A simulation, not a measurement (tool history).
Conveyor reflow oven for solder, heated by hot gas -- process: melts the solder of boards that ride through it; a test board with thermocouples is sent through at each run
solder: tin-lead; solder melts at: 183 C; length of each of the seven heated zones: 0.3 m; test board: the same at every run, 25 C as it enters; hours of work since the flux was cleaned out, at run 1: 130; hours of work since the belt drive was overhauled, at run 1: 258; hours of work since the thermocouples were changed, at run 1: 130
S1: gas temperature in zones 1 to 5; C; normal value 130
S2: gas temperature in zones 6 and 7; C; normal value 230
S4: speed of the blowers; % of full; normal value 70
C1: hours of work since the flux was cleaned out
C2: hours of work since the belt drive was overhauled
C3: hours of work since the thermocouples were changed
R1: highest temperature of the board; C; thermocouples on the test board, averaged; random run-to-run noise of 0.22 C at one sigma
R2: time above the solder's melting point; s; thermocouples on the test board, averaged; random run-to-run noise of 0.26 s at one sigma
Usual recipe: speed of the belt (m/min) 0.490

{"run": 1, "day": 0.0, "S1": 130, "S2": 230, "speed of the belt (m/min)": 0.49, "S4": 70, "C1": 130, "C2": 258, "C3": 130, "R1": 211.0, "R2": 46.2}
{"run": 2, "day": 0.329, "S1": 130, "S2": 230, "speed of the belt (m/min)": 0.49, "S4": 58, "C1": 134, "C2": 262, "C3": 134, "R1": 207.0, "R2": 42.0}
{"run": 3, "day": 0.846, "S1": 130, "S2": 237, "speed of the belt (m/min)": 0.49, "S4": 70, "C1": 140, "C2": 268, "C3": 140, "R1": 216.7, "R2": 51.5}
{"run": 4, "day": 1.279, "S1": 130, "S2": 237, "speed of the belt (m/min)": 0.49, "S4": 70, "C1": 145, "C2": 273, "C3": 145, "R1": 216.0, "R2": 51.8}
{"run": 5, "day": 1.938, "S1": 130, "S2": 230, "speed of the belt (m/min)": 0.49, "S4": 70, "C1": 153, "C2": 281, "C3": 153, "R1": 210.9, "R2": 46.6}
{"run": 6, "day": 2.254, "S1": 130, "S2": 230, "speed of the belt (m/min)": 0.49, "S4": 74, "C1": 156, "C2": 285, "C3": 156, "R1": 211.3, "R2": 47.1}
{"run": 7, "day": 2.912, "S1": 130, "S2": 230, "speed of the belt (m/min)": 0.49, "S4": 74, "C1": 164, "C2": 292, "C3": 164, "R1": 211.6, "R2": 47.2}
{"run": 8, "day": 3.312, "S1": 130, "S2": 230, "speed of the belt (m/min)": 0.49, "S4": 70, "C1": 169, "C2": 297, "C3": 169, "R1": 209.9, "R2": 45.7}
{"run": 9, "day": 3.7, "S1": 130, "S2": 230, "speed of the belt (m/min)": 0.49, "S4": 70, "C1": 173, "C2": 301, "C3": 173, "R1": 210.2, "R2": 46.1}
{"run": 10, "day": 4.383, "S1": 130, "S2": 230, "speed of the belt (m/min)": 0.49, "S4": 65, "C1": 181, "C2": 309, "C3": 181, "R1": 208.9, "R2": 44.3}
{"run": 11, "day": 4.938, "S1": 130, "S2": 230, "speed of the belt (m/min)": 0.49, "S4": 88, "C1": 188, "C2": 316, "C3": 188, "R1": 214.1, "R2": 50.1}
{"run": 12, "day": 5.608, "S1": 130, "S2": 230, "speed of the belt (m/min)": 0.49, "S4": 88, "C1": 195, "C2": 324, "C3": 195, "R1": 213.9, "R2": 50.2}
{"day": 5.862, "done": "flux residue cleaned out of gas plates and filters"}
{"run": 13, "day": 6.296, "S1": 130, "S2": 230, "speed of the belt (m/min)": 0.49, "S4": 88, "C1": 5, "C2": 329, "C3": 201, "R1": 214.3, "R2": 50.0}
{"run": 14, "day": 6.696, "S1": 130, "S2": 230, "speed of the belt (m/min)": 0.49, "S4": 70, "C1": 10, "C2": 334, "C3": 206, "R1": 209.8, "R2": 45.6}
{"day": 7.2, "done": "flux residue cleaned out of gas plates and filters, once more"}
{"run": 15, "day": 7.4, "S1": 130, "S2": 230, "speed of the belt (m/min)": 0.49, "S4": 70, "C1": 2, "C2": 340, "C3": 212, "R1": 212.3, "R2": 48.5}
{"run": 16, "day": 7.971, "S1": 130, "S2": 230, "speed of the belt (m/min)": 0.49, "S4": 70, "C1": 9, "C2": 347, "C3": 218, "R1": 212.0, "R2": 48.4}
{"run": 17, "day": 8.521, "S1": 137, "S2": 230, "speed of the belt (m/min)": 0.428, "S4": 70, "C1": 15, "C2": 353, "C3": 225, "R1": 217.5, "R2": 63.9}
{"run": 18, "day": 9.058, "S1": 137, "S2": 240, "speed of the belt (m/min)": 0.428, "S4": 70, "C1": 22, "C2": 359, "C3": 231, "R1": 226.3, "R2": 70.2}
{"run": 19, "day": 9.35, "S1": 137, "S2": 240, "speed of the belt (m/min)": 0.586, "S4": 70, "C1": 25, "C2": 363, "C3": 234, "R1": 215.1, "R2": 43.1}
{"run": 20, "day": 10.012, "S1": 130, "S2": 230, "speed of the belt (m/min)": 0.557, "S4": 87, "C1": 33, "C2": 370, "C3": 242, "R1": 211.6, "R2": 42.5}
{"run": 21, "day": 10.654, "S1": 130, "S2": 230, "speed of the belt (m/min)": 0.557, "S4": 87, "C1": 40, "C2": 378, "C3": 250, "R1": 211.5, "R2": 41.7}
{"run": 22, "day": 11.1, "S1": 138, "S2": 243, "speed of the belt (m/min)": 0.428, "S4": 77, "C1": 46, "C2": 383, "C3": 255, "R1": 230.7, "R2": 72.8}
{"run": 23, "day": 11.508, "S1": 119, "S2": 230, "speed of the belt (m/min)": 0.49, "S4": 70, "C1": 50, "C2": 388, "C3": 260, "R1": 210.1, "R2": 42.4}
{"run": 24, "day": 11.8, "S1": 119, "S2": 230, "speed of the belt (m/min)": 0.49, "S4": 70, "C1": 54, "C2": 391, "C3": 263, "R1": 209.7, "R2": 42.7}
{"run": 25, "day": 12.117, "S1": 139, "S2": 238, "speed of the belt (m/min)": 0.49, "S4": 70, "C1": 57, "C2": 395, "C3": 267, "R1": 220.2, "R2": 57.0}
{"run": 26, "day": 12.404, "S1": 130, "S2": 230, "speed of the belt (m/min)": 0.573, "S4": 90, "C1": 61, "C2": 398, "C3": 270, "R1": 211.4, "R2": 40.0}
{"run": 27, "day": 13.025, "S1": 131, "S2": 219, "speed of the belt (m/min)": 0.523, "S4": 66, "C1": 68, "C2": 406, "C3": 277, "R1": 199.5, "R2": 31.3}
{"run": 28, "day": 13.671, "S1": 131, "S2": 219, "speed of the belt (m/min)": 0.523, "S4": 66, "C1": 76, "C2": 413, "C3": 285, "R1": 199.2, "R2": 31.3}
{"run": 29, "day": 14.179, "S1": 131, "S2": 245, "speed of the belt (m/min)": 0.585, "S4": 66, "C1": 82, "C2": 419, "C3": 291, "R1": 215.7, "R2": 42.1}

Run 30 has not been measured yet. What should we expect?
{"run": 30, "day": 14.65, "S1": 138, "S2": 232, "speed of the belt (m/min)": 0.49, "S4": 70, "C1": 87, "C2": 425, "C3": 296, "R1": "?", "R2": "?"}

R1: 214.7 C
R2: 53.1 s
With no hidden state in the tool, this same run would have given R1 214.9 C, R2 53.3 s.
